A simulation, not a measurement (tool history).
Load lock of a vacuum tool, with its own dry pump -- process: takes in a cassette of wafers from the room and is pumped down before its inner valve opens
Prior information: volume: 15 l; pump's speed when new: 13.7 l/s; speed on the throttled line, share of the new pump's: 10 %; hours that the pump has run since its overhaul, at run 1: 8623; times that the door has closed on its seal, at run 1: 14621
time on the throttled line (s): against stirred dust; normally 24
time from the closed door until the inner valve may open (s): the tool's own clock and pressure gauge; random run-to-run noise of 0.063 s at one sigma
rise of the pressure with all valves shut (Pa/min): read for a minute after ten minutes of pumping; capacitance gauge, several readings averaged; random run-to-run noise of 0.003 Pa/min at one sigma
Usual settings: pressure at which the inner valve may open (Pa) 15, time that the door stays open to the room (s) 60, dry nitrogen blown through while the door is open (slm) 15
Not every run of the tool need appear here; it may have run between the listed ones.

run    hour  time on the throttled line (s)  pressure at which the inner valve may open (Pa)  time that the door stays open to the room (s)  dry nitrogen blown through while the door is open (slm)  hours that the pump has run since its overhaul  times that the door has closed on its seal  incoming humidity of the room's air, %  time from the closed door until the inner valve may open (s)  rise of the pressure with all valves shut (Pa/min)
  1     0.0                              24                                               15                                             60                                                       15                                            8623                                       14621                                    45.9                                                         31.56                                               0.238
  2   240.6                              24                                               15                                             60                                                       15                                            8864                                       15391                                    43.8                                                         31.53                                               0.246
  3   407.4                              24                                               15                                             60                                                       15                                            9030                                       15924                                    48.0                                                         31.77                                               0.265
  4   676.0                              24                                               15                                             60                                                       15                                            9299                                       16784                                    45.7                                                         31.74                                               0.274
  5   882.6                              24                                               18                                             60                                                       15                                            9506                                       17444                                    45.9                                                         31.57                                               0.288
  6  1166.6                              24                                               18                                             60                                                       15                                            9790                                       18353                                    43.6                                                         31.38                                               0.311
  7  1395.0                              24                                               15                                             60                                                       15                                           10018                                       19083                                    47.9                                                         31.73                                               0.322
  8  1709.9                              24                                               15                                             60                                                       15                                           10333                                       20091                                    47.3                                                         31.68                                               0.355
  9  1997.4                              24                                               15                                             60                                                       26                                           10620                                       21010                                    45.8                                                         31.67                                               0.368
 10  2217.4                              24                                               15                                             60                                                       31                                           10840                                       21714                                    42.6                                                         31.79                                               0.367
 11  2408.1                              24                                               15                                             60                                                        5                                           11031                                       22324                                    43.4                                                         31.74                                               0.420
 12  2666.6                              24                                               15                                             60                                                        5                                           11290                                       23151                                    41.9                                                         31.78                                               0.440
     2692.6  -- door's seal changed, seat wiped
 13  3008.2                              24                                               15                                             60                                                        5                                           11630                                        1009                                    42.7                                                         31.83                                               0.069
 14  3159.8                              24                                               15                                             60                                                        5                                           11781                                        1494                                    44.1                                                         31.91                                               0.075
 15  3358.7                              24                                               15                                             60                                                        5                                           11980                                        2131                                    43.1                                                         31.84                                               0.072
 16  3690.7                              24                                               15                                             60                                                        5                                           12312                                        3192                                    46.4                                                         31.95                                               0.079
 17  3851.7                              24                                               15                                             60                                                        5                                           12473                                        3707                                    43.2                                                         31.69                                               0.092
 18  4157.5                              24                                               15                                             60                                                        5                                           12779                                        4686                                    42.7                                                         31.86                                               0.099
 19  4387.5                              24                                               15                                             60                                                        5                                           13009                                        5421                                    44.8                                                         31.78                                               0.108
 20  4575.7                              39                                               12                                             83                                                       18                                           13197                                        6023                                    43.4                                                         45.40                                               0.092
 21  4738.4                              41                                               11                                            156                                                       44                                           13360                                        6544                                    42.2                                                         47.42                                               0.105
 22  4955.8                              16                                               14                                             29                                                       11                                           13577                                        7239                                    44.0                                                         24.90                                               0.094
 23  5221.1                              24                                               16                                             54                                                       15                                           13843                                        8088                                    45.2                                                         31.73                                               0.116
 24  5544.8                              24                                               27                                            133                                                       15                                           14166                                        9123                                    44.1                                                         31.12                                               0.154
 25  5857.9                              39                                               14                                             28                                                        5                                           14479                                       10125                                    46.6                                                         45.41                                               0.141
 26  6192.8                              41                                               15                                             60                                                       15                                           14814                                       11196                                    45.8                                                         46.94                                               0.168
 27  6375.3                              42                                               29                                             61                                                        8                                           14997                                       11780                                    46.3                                                         47.04                                               0.180
 28  6702.6                              15                                               15                                             37                                                        5                                           15324                                       12827                                    44.5                                                         23.99                                               0.183
 29  6880.0                              15                                               15                                             37                                                        5                                           15502                                       13394                                    45.7                                                         24.07                                               0.201
 30  7090.7                              19                                               17                                             87                                                        7                                           15712                                       14068                                    46.3                                                         27.35                                               0.242
 31  7325.2                              16                                               11                                             36                                                       12                                           15947                                       14818                                    42.6                                                         25.22                                               0.212
 32  7614.4                              30                                               15                                             60                                                       15                                           16236                                       15743                                    46.1                                                         37.29                                               0.235
 33  7825.5                              27                                               15                                            100                                                       15                                           16447                                       16418                                    47.8                                                         34.72                                               0.274
 34  7969.7                              27                                               22                                             45                                                       10                                           16591                                       16879                                    47.2                                                         34.30                                               0.270
 35  8187.9                              27                                               22                                             34                                                       10                                           16809                                       17577                                    45.4                                                         34.22                                               0.273
 36  8364.8                              23                                               12                                            118                                                       10                                           16986                                       18143                                    44.3                                                         31.51                                               0.315
 37  8675.2                              24                                               22                                             60                                                        5                                           17297                                       19136                                    43.4                                                         31.60                                               0.321

For each run, the measured value with the value that run would have given without the tool's hidden condition subtracted. The run-to-run variation is shared by both, the gauge scatter possibly not:
What the log doesn't record here: pump's speed, % of a new pump's; leak at the door's seal, Pa l/s; drift of the gauge itself on ready_s, %; drift of the gauge itself on rise_pa_min, %.
run  time from the closed door until the inner valve may open (s)  rise of the pressure with all valves shut (Pa/min)
  1                                                         +0.38                                              +0.183
  2                                                         +0.39                                              +0.202
  3                                                         +0.40                                              +0.211
  4                                                         +0.42                                              +0.226
  5                                                         +0.42                                              +0.241
  6                                                         +0.42                                              +0.261
  7                                                         +0.45                                              +0.276
  8                                                         +0.46                                              +0.306
  9                                                         +0.47                                              +0.325
 10                                                         +0.48                                              +0.341
 11                                                         +0.50                                              +0.357
 12                                                         +0.51                                              +0.385
 13                                                         +0.52                                              +0.007
 14                                                         +0.53                                              +0.011
 15                                                         +0.54                                              +0.015
 16                                                         +0.56                                              +0.022
 17                                                         +0.56                                              +0.025
 18                                                         +0.58                                              +0.034
 19                                                         +0.60                                              +0.041
 20                                                         +0.49                                              +0.048
 21                                                         +0.51                                              +0.055
 22                                                         +0.69                                              +0.062
 23                                                         +0.63                                              +0.070
 24                                                         +0.59                                              +0.083
 25                                                         +0.53                                              +0.098
 26                                                         +0.52                                              +0.116
 27                                                         +0.45                                              +0.126
 28                                                         +0.81                                              +0.141
 29                                                         +0.81                                              +0.154
 30                                                         +0.79                                              +0.166
 31                                                         +0.86                                              +0.174
 32                                                         +0.69                                              +0.193
 33                                                         +0.74                                              +0.208
 34                                                         +0.72                                              +0.219
 35                                                         +0.73                                              +0.234
 36                                                         +0.84                                              +0.240
 37                                                         +0.77                                              +0.264
